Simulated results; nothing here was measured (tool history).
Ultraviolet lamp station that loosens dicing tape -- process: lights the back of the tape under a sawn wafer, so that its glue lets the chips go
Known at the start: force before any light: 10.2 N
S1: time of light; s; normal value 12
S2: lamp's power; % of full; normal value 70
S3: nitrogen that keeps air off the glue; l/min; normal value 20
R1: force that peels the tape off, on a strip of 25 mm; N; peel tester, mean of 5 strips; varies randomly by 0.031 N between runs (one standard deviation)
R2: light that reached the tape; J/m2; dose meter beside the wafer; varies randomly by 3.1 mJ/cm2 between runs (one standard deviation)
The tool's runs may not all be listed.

run     day  S1  S2  S3     R1    R2
  1   0.000  12  70  20  2.591  3320
  2   1.546  13  70  20  2.247  3610
  3   4.358  13  70  20  2.446  3520
  4   7.021  13  70  20  2.488  3480
  5   9.946  12  70  28  2.289  3170
     11.604  -- window cleaned of glue's vapour
  6  11.804   7  70  20  4.896  1740
  7  15.033   7  70  20  5.143  1790
  8  18.146  12  70  20  3.094  2880
  9  19.717  12  70  20  3.092  2850
 10  23.150  12  70  20  3.056  2830
     24.475  -- lamp changed
 11  25.183  12  70  20  1.966  4010
     27.629  -- window cleaned of glue's vapour, once more
 12  28.792  12  70  20  1.605  4490
 13  32.500  12  70  20  1.699  4420
 14  34.692  12  70  28  1.365  4430
 15  38.212  11  70   9  2.952  4000
 16  41.508  12  70  22  1.698  4230
 17  44.062  12  70  22  1.733  4150
 18  47.121  22  69  20  0.526  7510
 19  50.221  22  69  20  0.576  7300
 20  53.567   9  66   9  4.384  2820
 21  55.712   9  66   9  4.365  2840
 22  58.333   9  66   9  4.414  2770
 23  60.208  15  70  13  1.874  4910
 24  63.383  21  77  33  0.389  7390
 25  66.175  14  77  26  1.220  4840
 26  69.288  14  77  26  1.277  4770
 27  71.862  12  91  25  1.319  4720
 28  73.792  12  70  13  2.878  3630

3 options for the next run, each taken on its own from the tool as it stands now. Forecast them:
     74.725  -- window cleaned of glue's vapour
  A  76.000   6  70   9   ?   ?
     74.725  -- window cleaned of glue's vapour
  B  76.000  12  73  13   ?   ?
     74.725  -- window cleaned of glue's vapour
  C  76.000  15  65  23   ?   ?

run     R1    R2
  A  5.465  1990
  B  2.495  4080
  C  1.448  4520
With the hidden condition removed and each run's random variation left untouched, the same runs would have given:
run     R1    R2
  A  4.867  2380
  B  1.907  4890
  C  1.016  5410
